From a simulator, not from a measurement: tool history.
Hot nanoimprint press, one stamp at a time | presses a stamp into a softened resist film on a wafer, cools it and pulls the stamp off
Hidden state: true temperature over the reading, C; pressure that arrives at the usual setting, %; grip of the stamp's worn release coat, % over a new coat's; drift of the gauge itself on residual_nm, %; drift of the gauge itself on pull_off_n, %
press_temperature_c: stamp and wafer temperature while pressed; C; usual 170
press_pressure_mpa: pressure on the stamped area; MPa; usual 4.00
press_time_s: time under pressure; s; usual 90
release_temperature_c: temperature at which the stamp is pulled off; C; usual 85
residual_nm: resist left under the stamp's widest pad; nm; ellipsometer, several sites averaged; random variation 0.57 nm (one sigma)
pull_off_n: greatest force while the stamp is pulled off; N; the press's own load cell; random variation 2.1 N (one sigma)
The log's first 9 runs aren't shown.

run	hour	press_temperature_c	press_pressure_mpa	press_time_s	release_temperature_c	hours of work since the thermocouple was calibrated	imprints on the stamp's release coat	hours of work since the press's seals were changed	residual_nm	pull_off_n
10	117.3	170	4.00	90	85	13	574	256	88.3	155
11	132.0	170	4.00	90	85	19	601	263	90.0	154
12	140.7	170	4.00	90	85	23	618	267	88.3	155
13	149.2	170	4.00	90	85	27	633	271	88.9	153
# hour 161.1: plate thermocouple calibrated, once more
14	165.4	168	4.00	90	85	2	658	277	98.4	154
15	174.5	168	4.00	90	85	6	676	281	98.6	156
16	182.5	170	4.89	77	85	10	691	284	85.2	154
17	197.6	170	4.89	77	85	16	719	291	84.6	160
18	204.3	170	4.89	77	85	19	732	294	83.9	152
19	215.3	182	4.00	90	84	24	752	299	54.1	160
20	227.3	182	4.00	90	84	30	775	305	54.3	158
21	237.5	182	4.00	90	84	34	794	309	53.5	157
22	244.8	182	4.00	90	84	38	808	313	53.5	157
23	252.9	174	4.00	90	84	41	823	316	74.5	156
24	266.8	174	4.00	90	84	48	849	323	75.2	159
25	276.1	175	4.00	90	84	52	867	327	71.4	162
26	286.6	168	4.01	90	74	57	886	331	97.7	176
27	302.0	179	2.90	135	90	64	915	338	63.5	155
28	315.0	162	5.23	84	87	69	940	344	114.9	161
29	325.6	162	5.23	84	87	74	960	349	113.8	159
30	333.4	167	5.23	53	87	78	974	353	105.9	158

Forecast each of these 4 alternatives for the next run:
A	342.4	177	5.23	53	87	82	991	357	?	?
B	342.4	167	5.23	123	87	82	991	357	?	?
C	342.4	169	4.00	90	83	82	991	357	?	?
D	342.4	167	4.36	53	87	82	991	357	?	?

run	residual_nm	pull_off_n
A	67.7	156
B	78.4	159
C	93.2	163
D	116.0	157
Without the tool's hidden state the same runs would have given:
run	residual_nm	pull_off_n
A	68.2	139
B	79.2	142
C	94.5	145
D	117.4	140
